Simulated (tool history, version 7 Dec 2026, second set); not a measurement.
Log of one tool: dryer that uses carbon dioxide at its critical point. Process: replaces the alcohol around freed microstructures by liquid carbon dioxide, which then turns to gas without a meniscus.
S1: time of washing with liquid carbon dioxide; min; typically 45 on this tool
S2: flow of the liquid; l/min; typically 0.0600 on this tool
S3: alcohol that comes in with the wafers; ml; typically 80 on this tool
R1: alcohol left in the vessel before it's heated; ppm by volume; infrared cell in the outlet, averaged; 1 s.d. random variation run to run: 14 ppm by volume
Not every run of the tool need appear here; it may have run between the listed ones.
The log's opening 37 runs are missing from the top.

| run | hour | S1 | S2 | S3 | R1 |
|---|---|---|---|---|---|
| 38 | 1808.9 | 44 | 0.0695 | 22 | 313 |
| 39 | 1843.2 | 45 | 0.0838 | 80 | 354 |
|  | 1866.3 | inlet filter changed |
| 40 | 1899.2 | 45 | 0.0838 | 80 | 279 |
| 41 | 1935.8 | 59 | 0.0991 | 67 | 148 |
| 42 | 1976.0 | 59 | 0.0699 | 67 | 208 |
| 43 | 2035.5 | 68 | 0.0775 | 99 | 157 |
| 44 | 2072.3 | 35 | 0.0897 | 53 | 466 |
| 45 | 2135.8 | 64 | 0.0433 | 75 | 895 |
| 46 | 2169.0 | 40 | 0.0657 | 59 | 1017 |
| 47 | 2235.2 | 45 | 0.0876 | 105 | 308 |
|  | 2283.1 | purifier's bed changed |
| 48 | 2295.7 | 45 | 0.0876 | 105 | 166 |

Here are 3 independent what-if runs from the current tool condition. What would each one return?
| A | 2357.5 | 40 | 0.0893 | 52 | ? |
| B | 2357.5 | 35 | 0.1014 | 80 | ? |
| C | 2357.5 | 45 | 0.0998 | 105 | ? |

| run | R1 |
|---|---|
| A | 167 |
| B | 265 |
| C | 80 |
The same runs, with their run-to-run variation unchanged, on a tool lacking any hidden condition would have given:
| run | R1 |
|---|---|
| A | 132 |
| B | 211 |
| C | 60 |
